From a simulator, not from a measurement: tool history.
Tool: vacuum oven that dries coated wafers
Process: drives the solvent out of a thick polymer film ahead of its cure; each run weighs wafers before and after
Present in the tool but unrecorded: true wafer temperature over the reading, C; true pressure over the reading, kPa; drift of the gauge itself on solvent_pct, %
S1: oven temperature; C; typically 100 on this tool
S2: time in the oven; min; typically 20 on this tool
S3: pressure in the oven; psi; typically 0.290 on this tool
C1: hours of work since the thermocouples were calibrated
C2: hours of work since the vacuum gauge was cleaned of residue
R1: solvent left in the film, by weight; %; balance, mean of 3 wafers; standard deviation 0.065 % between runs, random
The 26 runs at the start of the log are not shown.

{"run": 27, "hour": 1163.6, "S1": 100, "S2": 16, "S3": 0.29, "C1": 1281, "C2": 1145, "R1": 5.29}
{"run": 28, "hour": 1199.8, "S1": 100, "S2": 16, "S3": 0.29, "C1": 1299, "C2": 1164, "R1": 5.32}
{"run": 29, "hour": 1257.4, "S1": 100, "S2": 16, "S3": 0.29, "C1": 1329, "C2": 1193, "R1": 5.23}
{"run": 30, "hour": 1302.6, "S1": 109, "S2": 30, "S3": 0.29, "C1": 1352, "C2": 1216, "R1": 1.65}
{"run": 31, "hour": 1340.9, "S1": 89, "S2": 20, "S3": 0.273, "C1": 1372, "C2": 1236, "R1": 7.65}
{"run": 32, "hour": 1377.7, "S1": 86, "S2": 16, "S3": 0.796, "C1": 1391, "C2": 1255, "R1": 14.68}
{"run": 33, "hour": 1418.7, "S1": 100, "S2": 20, "S3": 0.38, "C1": 1412, "C2": 1276, "R1": 4.69}
{"run": 34, "hour": 1476.3, "S1": 110, "S2": 17, "S3": 0.644, "C1": 1441, "C2": 1305, "R1": 4.42}
{"run": 35, "hour": 1541.3, "S1": 110, "S2": 17, "S3": 0.644, "C1": 1474, "C2": 1339, "R1": 4.33}
{"hour": 1578.1, "done": "oven's thermocouples calibrated"}
{"run": 36, "hour": 1578.1, "S1": 98, "S2": 29, "S3": 0.74, "C1": 0, "C2": 1357, "R1": 6.67}
{"run": 37, "hour": 1616.0, "S1": 114, "S2": 21, "S3": 0.29, "C1": 19, "C2": 1376, "R1": 1.57}

4 ways to go on from here, each from the tool as it stands after run 37. What would each give?
{"run": "A", "hour": 1667.6, "S1": 114, "S2": 12, "S3": 0.29, "C1": 46, "C2": 1402, "R1": "?"}
{"run": "B", "hour": 1667.6, "S1": 92, "S2": 11, "S3": 0.3, "C1": 46, "C2": 1402, "R1": "?"}
{"run": "C", "hour": 1667.6, "S1": 90, "S2": 11, "S3": 0.29, "C1": 46, "C2": 1402, "R1": "?"}
{"run": "D", "hour": 1667.6, "S1": 100, "S2": 15, "S3": 0.29, "C1": 46, "C2": 1402, "R1": "?"}

run=A R1=2.94
run=B R1=10.47
run=C R1=11.35
run=D R1=5.70
With no hidden state in the tool, these same runs would have given:
run=A R1=2.93
run=B R1=10.45
run=C R1=11.32
run=D R1=5.67
